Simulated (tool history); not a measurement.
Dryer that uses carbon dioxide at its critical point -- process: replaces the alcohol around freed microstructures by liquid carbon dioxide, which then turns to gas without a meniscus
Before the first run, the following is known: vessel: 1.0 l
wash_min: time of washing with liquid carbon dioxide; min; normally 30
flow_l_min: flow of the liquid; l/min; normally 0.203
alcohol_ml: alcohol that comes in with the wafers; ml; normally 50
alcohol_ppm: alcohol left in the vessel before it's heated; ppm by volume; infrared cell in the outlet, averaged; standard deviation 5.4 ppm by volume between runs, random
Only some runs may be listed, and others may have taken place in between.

run 1 hour=0 | wash_min=30 flow_l_min=0.203 alcohol_ml=50 | alcohol_ppm=189
run 2 hour=22.7 | wash_min=30 flow_l_min=0.203 alcohol_ml=50 | alcohol_ppm=195
run 3 hour=70.5 | wash_min=30 flow_l_min=0.203 alcohol_ml=93 | alcohol_ppm=388
run 4 hour=94.6 | wash_min=30 flow_l_min=0.203 alcohol_ml=93 | alcohol_ppm=375
run 5 hour=116.1 | wash_min=30 flow_l_min=0.203 alcohol_ml=51 | alcohol_ppm=224
run 6 hour=162.5 | wash_min=30 flow_l_min=0.203 alcohol_ml=56 | alcohol_ppm=254
run 7 hour=192.2 | wash_min=30 flow_l_min=0.203 alcohol_ml=56 | alcohol_ppm=265
run 8 hour=236.3 | wash_min=30 flow_l_min=0.203 alcohol_ml=56 | alcohol_ppm=288
-- hour=275.6 inlet filter changed
run 9 hour=287.3 | wash_min=30 flow_l_min=0.203 alcohol_ml=56 | alcohol_ppm=186
run 10 hour=316.9 | wash_min=47 flow_l_min=0.203 alcohol_ml=50 | alcohol_ppm=30
run 11 hour=360.8 | wash_min=47 flow_l_min=0.203 alcohol_ml=70 | alcohol_ppm=42
run 12 hour=384.3 | wash_min=42 flow_l_min=0.323 alcohol_ml=21 | alcohol_ppm=27
run 13 hour=435.5 | wash_min=29 flow_l_min=0.203 alcohol_ml=78 | alcohol_ppm=341
run 14 hour=469.1 | wash_min=23 flow_l_min=0.203 alcohol_ml=78 | alcohol_ppm=1015

Hidden state or all else? Some run-to-run changes of alcohol_ppm, split into what the settings, what came in and random variation would give without the hidden state, and what is left for the hidden state (with any gauge scatter that isn't in both results):
The hidden state here: flow that reaches the vessel past the clogged filter, %; alcohol in the recycled carbon dioxide, ppm; drift of the gauge itself on alcohol_ppm, %.
Run 8 -> 9: inlet filter changed. alcohol_ppm -102 ppm by volume: hidden state -105, all else +3.
Run 13 -> 14: wash_min 29 -> 23. alcohol_ppm +674 ppm by volume: hidden state +102, all else +572.
